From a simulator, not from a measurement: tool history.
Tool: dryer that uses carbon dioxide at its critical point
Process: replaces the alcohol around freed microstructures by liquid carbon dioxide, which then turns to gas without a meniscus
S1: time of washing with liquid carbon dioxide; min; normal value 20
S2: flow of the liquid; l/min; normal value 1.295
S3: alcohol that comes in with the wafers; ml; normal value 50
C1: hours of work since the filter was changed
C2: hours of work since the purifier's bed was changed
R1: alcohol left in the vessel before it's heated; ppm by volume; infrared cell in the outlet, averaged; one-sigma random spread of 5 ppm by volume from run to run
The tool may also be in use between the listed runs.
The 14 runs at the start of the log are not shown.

run	day	S1	S2	S3	C1	C2	R1
15	4.054	20	1.210	50	287	224	77
16	4.367	20	1.210	50	292	228	78
17	4.708	20	0.910	50	297	233	233
18	4.867	20	0.910	50	299	236	253
19	5.196	20	0.910	50	304	241	237
20	5.542	31	0.900	81	310	246	73
21	5.908	31	0.900	81	315	252	72
22	6.088	31	0.900	72	318	254	69
23	6.254	20	1.295	79	320	257	98
24	6.621	20	1.295	79	326	262	81
25	6.938	20	0.900	37	331	267	206
26	7.317	20	0.900	37	336	273	200
27	7.675	29	0.900	48	342	278	60

For run 28, what comes out?
28	8.062	12	0.950	60	348	284	?

R1: 1227 ppm by volume
With no hidden state in the tool, this same run would have given R1 987 ppm by volume.

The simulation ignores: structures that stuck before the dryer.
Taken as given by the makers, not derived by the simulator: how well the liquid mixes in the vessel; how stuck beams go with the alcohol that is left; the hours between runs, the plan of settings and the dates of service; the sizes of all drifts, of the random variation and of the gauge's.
